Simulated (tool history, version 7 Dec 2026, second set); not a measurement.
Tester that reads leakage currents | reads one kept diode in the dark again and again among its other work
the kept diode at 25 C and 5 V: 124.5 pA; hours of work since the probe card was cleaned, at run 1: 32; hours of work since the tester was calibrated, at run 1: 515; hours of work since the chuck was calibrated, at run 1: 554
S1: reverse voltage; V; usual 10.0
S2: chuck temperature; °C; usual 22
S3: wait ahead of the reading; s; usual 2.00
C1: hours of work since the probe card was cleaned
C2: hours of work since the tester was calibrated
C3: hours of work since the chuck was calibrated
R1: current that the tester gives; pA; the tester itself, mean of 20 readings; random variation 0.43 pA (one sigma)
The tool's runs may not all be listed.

run   hour    S1  S2    S3   C1   C2   C3       R1
  1    0.0  10.0  22  2.00   32  515  554   146.98
  2   20.5  10.0  22  2.00   42  525  563   147.63
  3   36.2  10.0  22  2.00   49  532  570   148.15
  4   59.8  10.0  22  2.00   60  543  581   147.48
  5   72.8  10.0  22  2.93   66  549  587   148.78
  6  103.6  10.0  22  2.00   80  563  601   148.34
  7  129.6   6.8  22  2.00   92  575  613   120.01
  8  160.4   6.8  22  2.00  106  589  627   120.33
  9  174.7   6.8  22  2.00  113  596  634   120.53
 10  195.5  10.0  22  2.75  122  605  644   148.97
 11  211.2   2.9  22  2.00  129  613  651    75.86
 12  227.9  10.0  22  1.68  137  620  659   150.65
 13  242.7  10.0  22  2.00  144  627  665   149.94
 14  264.8  10.0  22  2.00  154  637  676   149.43
 15  279.5   1.6  22  2.00  161  644  682    54.62
 16  309.6   1.6  22  2.00  175  658  696    54.77
 17  339.4   1.6  22  2.00  188  672  710    54.92
 18  370.4  10.0  22  4.92  203  686  724   151.41
 19  387.4  10.0  22  4.92  211  694  732   151.04
 20  415.7  10.0  31  2.00  224  707  745   315.96
 21  433.1   1.3  22  1.34  232  715  753    49.08
 22  462.4   5.0  47  2.30  245  728  767   741.12
 23  488.2   5.0  47  2.30  257  740  778   740.77
 24  507.3  16.2  33  0.89  266  749  787   489.53
 25  523.7   1.2  22  2.00  273  757  795    47.16
 26  553.2  10.0  27  2.00  287  770  808   231.12
 27  572.7  10.0  27  2.00  296  779  817   231.20
 28  602.8   8.3  27  0.87  310  793  831   209.39
 29  628.7   8.3  27  0.87  322  805  843   210.15
 30  655.1   7.3  32  3.27  334  817  855   291.83
 31  669.7   5.2  39  5.00  341  824  862   416.23
 32  690.5  10.0  25  2.00  350  833  872   196.81
 33  718.1   1.8  25  2.00  363  846  884    76.31
 34  742.6   1.8  25  2.00  374  857  896    76.09
 35  772.0  11.5  25  1.74  388  871  909   214.63
 36  792.0  11.5  25  1.74  397  880  918   214.85
 37  820.4   4.2  25  1.74  410  893  931   122.02
 38  847.5  10.1  59  0.53  422  906  944  2566.08
     869.5  -- chuck's temperature calibrated
 39  869.5  10.6  24  2.68  432  915    0   178.98
 40  895.3   8.0  24  0.68  444  927   12   155.41

Forecast each of these 4 alternatives for the next run:
  A  916.1  10.0  26  2.00  453  936  21   ?
  B  916.1   3.2  24  1.83  453  936  21   ?
  C  916.1   9.0  56  0.68  453  936  21   ?
  D  916.1   1.6  24  0.68  453  936  21   ?

run       R1
  A   205.33
  B    92.02
  C  1862.91
  D    62.92
Without the tool's hidden state the same runs would have given:
run       R1
  A   199.15
  B    90.00
  C  1856.35
  D    61.88
